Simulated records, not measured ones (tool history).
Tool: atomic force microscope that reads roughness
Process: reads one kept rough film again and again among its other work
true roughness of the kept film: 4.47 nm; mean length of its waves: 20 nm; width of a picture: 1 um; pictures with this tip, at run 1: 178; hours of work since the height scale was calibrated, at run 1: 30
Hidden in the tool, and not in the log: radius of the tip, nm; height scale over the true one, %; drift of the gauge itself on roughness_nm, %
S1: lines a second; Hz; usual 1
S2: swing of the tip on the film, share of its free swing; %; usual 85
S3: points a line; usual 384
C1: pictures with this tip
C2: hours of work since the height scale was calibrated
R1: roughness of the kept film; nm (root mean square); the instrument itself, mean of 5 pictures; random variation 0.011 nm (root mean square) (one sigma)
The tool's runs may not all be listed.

{"run": 1, "hour": 0.0, "S1": 1, "S2": 85, "S3": 384, "C1": 178, "C2": 30, "R1": 2.641}
{"run": 2, "hour": 16.6, "S1": 1, "S2": 85, "S3": 384, "C1": 210, "C2": 42, "R1": 2.635}
{"run": 3, "hour": 32.7, "S1": 1, "S2": 85, "S3": 384, "C1": 242, "C2": 52, "R1": 2.658}
{"hour": 37.5, "done": "new tip fitted"}
{"run": 4, "hour": 45.3, "S1": 1, "S2": 85, "S3": 384, "C1": 15, "C2": 61, "R1": 2.673}
{"run": 5, "hour": 58.2, "S1": 1, "S2": 85, "S3": 384, "C1": 40, "C2": 69, "R1": 2.647}
{"run": 6, "hour": 70.3, "S1": 1, "S2": 85, "S3": 384, "C1": 64, "C2": 77, "R1": 2.639}
{"run": 7, "hour": 82.0, "S1": 1, "S2": 85, "S3": 384, "C1": 87, "C2": 85, "R1": 2.663}
{"run": 8, "hour": 97.5, "S1": 1, "S2": 85, "S3": 384, "C1": 117, "C2": 96, "R1": 2.645}
{"run": 9, "hour": 106.9, "S1": 1, "S2": 85, "S3": 384, "C1": 135, "C2": 102, "R1": 2.652}
{"run": 10, "hour": 114.2, "S1": 1, "S2": 85, "S3": 384, "C1": 149, "C2": 107, "R1": 2.654}
{"run": 11, "hour": 129.9, "S1": 0.51, "S2": 85, "S3": 384, "C1": 180, "C2": 118, "R1": 2.825}
{"run": 12, "hour": 146.4, "S1": 0.51, "S2": 85, "S3": 384, "C1": 212, "C2": 129, "R1": 2.829}
{"run": 13, "hour": 155.3, "S1": 0.79, "S2": 85, "S3": 384, "C1": 230, "C2": 135, "R1": 2.716}
{"run": 14, "hour": 164.5, "S1": 0.79, "S2": 85, "S3": 384, "C1": 248, "C2": 141, "R1": 2.706}
{"hour": 166.2, "done": "new tip fitted"}
{"run": 15, "hour": 172.0, "S1": 1, "S2": 85, "S3": 384, "C1": 11, "C2": 146, "R1": 2.666}
{"run": 16, "hour": 186.8, "S1": 1.65, "S2": 85, "S3": 384, "C1": 40, "C2": 156, "R1": 2.456}
{"run": 17, "hour": 196.7, "S1": 1.65, "S2": 85, "S3": 384, "C1": 59, "C2": 162, "R1": 2.44}
{"run": 18, "hour": 211.0, "S1": 1.32, "S2": 80, "S3": 872, "C1": 87, "C2": 172, "R1": 2.675}
{"run": 19, "hour": 222.3, "S1": 2.62, "S2": 77, "S3": 346, "C1": 109, "C2": 180, "R1": 2.402}
{"run": 20, "hour": 229.3, "S1": 2.62, "S2": 63, "S3": 346, "C1": 123, "C2": 184, "R1": 2.7}
{"run": 21, "hour": 240.8, "S1": 1, "S2": 56, "S3": 432, "C1": 145, "C2": 192, "R1": 2.962}
{"run": 22, "hour": 249.1, "S1": 1, "S2": 56, "S3": 432, "C1": 161, "C2": 198, "R1": 2.985}
{"run": 23, "hour": 262.7, "S1": 1, "S2": 65, "S3": 384, "C1": 188, "C2": 207, "R1": 2.905}
{"run": 24, "hour": 278.7, "S1": 1, "S2": 65, "S3": 384, "C1": 219, "C2": 218, "R1": 2.892}
{"run": 25, "hour": 291.0, "S1": 1, "S2": 65, "S3": 384, "C1": 243, "C2": 226, "R1": 2.904}
{"hour": 295.6, "done": "new tip fitted"}
{"run": 26, "hour": 306.2, "S1": 1.53, "S2": 59, "S3": 966, "C1": 21, "C2": 236, "R1": 2.913}
{"run": 27, "hour": 316.9, "S1": 1.53, "S2": 59, "S3": 966, "C1": 42, "C2": 243, "R1": 2.964}
{"run": 28, "hour": 330.5, "S1": 1, "S2": 78, "S3": 317, "C1": 68, "C2": 252, "R1": 2.747}
{"run": 29, "hour": 343.4, "S1": 1, "S2": 73, "S3": 385, "C1": 93, "C2": 261, "R1": 2.811}
{"run": 30, "hour": 357.1, "S1": 1, "S2": 85, "S3": 574, "C1": 120, "C2": 270, "R1": 2.666}
{"run": 31, "hour": 369.8, "S1": 1, "S2": 76, "S3": 384, "C1": 145, "C2": 279, "R1": 2.764}
{"run": 32, "hour": 378.9, "S1": 3.58, "S2": 88, "S3": 362, "C1": 162, "C2": 285, "R1": 1.899}
{"run": 33, "hour": 390.3, "S1": 3.58, "S2": 88, "S3": 362, "C1": 185, "C2": 293, "R1": 1.884}

Forecast each of these 5 alternatives for the next run:
{"run": "A", "hour": 397.9, "S1": 0.64, "S2": 85, "S3": 398, "C1": 200, "C2": 298, "R1": "?"}
{"run": "B", "hour": 397.9, "S1": 1, "S2": 59, "S3": 384, "C1": 200, "C2": 298, "R1": "?"}
{"run": "C", "hour": 397.9, "S1": 3.66, "S2": 85, "S3": 384, "C1": 200, "C2": 298, "R1": "?"}
{"run": "D", "hour": 397.9, "S1": 1, "S2": 85, "S3": 374, "C1": 200, "C2": 298, "R1": "?"}
{"run": "E", "hour": 397.9, "S1": 1, "S2": 66, "S3": 384, "C1": 200, "C2": 298, "R1": "?"}

run=A R1=2.772
run=B R1=2.934
run=C R1=1.978
run=D R1=2.64
run=E R1=2.905
Without the tool's hidden state the same runs would have given:
run=A R1=2.78
run=B R1=2.943
run=C R1=1.984
run=D R1=2.648
run=E R1=2.914
